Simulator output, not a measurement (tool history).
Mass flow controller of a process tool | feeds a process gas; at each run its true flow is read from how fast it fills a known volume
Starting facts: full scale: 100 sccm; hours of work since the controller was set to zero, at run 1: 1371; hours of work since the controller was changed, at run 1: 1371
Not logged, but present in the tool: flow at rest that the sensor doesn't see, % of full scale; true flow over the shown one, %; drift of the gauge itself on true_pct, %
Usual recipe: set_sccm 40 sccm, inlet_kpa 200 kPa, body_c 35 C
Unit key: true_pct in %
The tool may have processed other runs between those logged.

run	hour	set_sccm	inlet_kpa	body_c	hours of work since the controller was set to zero	hours of work since the controller was changed	true_pct
1	0	40	200	35	1371	1371	98.31
2	139.6	40	200	39	1427	1427	98.03
3	317	40	200	39	1498	1498	98.03
4	400.7	40	200	39	1531	1531	98.14
5	520.1	40	200	39	1579	1579	98.08
6	711.1	40	200	39	1655	1655	98.06
7	799.9	40	200	39	1690	1690	97.97
8	956.9	40	200	39	1753	1753	97.98
9	1069.1	40	200	39	1798	1798	98.04
10	1250.6	40	200	39	1870	1870	98.01
11	1383.4	40	200	35	1923	1923	98.1
12	1567.3	40	200	35	1997	1997	97.88
13	1716.4	40	200	35	2056	2056	98.12
14	1871.1	40	200	35	2118	2118	98.07
15	1997.6	39	200	35	2169	2169	98.06
16	2089	39	200	35	2205	2205	97.93
17	2246.5	40	200	35	2268	2268	98.05
18	2366.1	40	200	35	2316	2316	97.96
19	2555.8	94	200	35	2392	2392	99.53
# hour 2567.1: controller's zero set anew
20	2674.7	40	195	35	43	2439	97.69
21	2867.8	40	195	35	120	2516	97.59
22	3037.4	40	195	35	188	2584	97.57
23	3146.7	40	195	35	231	2627	97.52
24	3301.1	40	200	36	293	2689	97.47
25	3393.9	40	200	36	330	2726	97.55
26	3513.8	40	200	36	378	2774	97.58
27	3683.2	40	200	37	446	2842	97.39
# hour 3713.1: controller's zero set anew, once more
28	3870.3	31	213	20	63	2916	99.55
29	4040.8	31	213	20	131	2984	99.57
30	4136.2	31	213	20	169	3022	99.55
31	4226.2	31	140	24	205	3058	99.82
32	4415.7	31	140	24	281	3134	99.8
33	4559.4	31	140	24	338	3191	99.72
34	4721.8	31	140	24	403	3256	99.63
35	4863.2	31	140	38	459	3313	99.24
36	4972	31	140	38	503	3356	99.31
37	5108.6	72	223	31	557	3411	99.84
38	5243.5	72	223	31	611	3465	100.05
39	5337.4	72	223	31	649	3502	99.9
40	5526.4	13	274	21	724	3578	97.78
41	5653.8	91	200	35	775	3629	100.18
42	5752.5	12	245	35	815	3668	97.5
43	5850.8	29	253	29	854	3707	98.6
44	6021.8	40	235	35	922	3776	98.93
45	6162.6	86	200	40	978	3832	100.02
46	6265.5	86	200	40	1019	3873	99.98
47	6417	86	200	40	1080	3933	99.99
48	6609	23	195	24	1157	4010	98.7
49	6691.9	23	195	24	1190	4043	98.66

Below are 3 alternative next runs, each starting from the tool's condition after run 49. Predict each:
A	6877	15	200	35	1264	4117	?
B	6877	40	155	27	1264	4117	?
C	6877	17	275	20	1264	4117	?

run	true_pct
A	97.37
B	99.37
C	97.71
With the hidden condition removed and each run's random variation left untouched, the same runs would have given:
run	true_pct
A	98.31
B	99.11
C	98.42
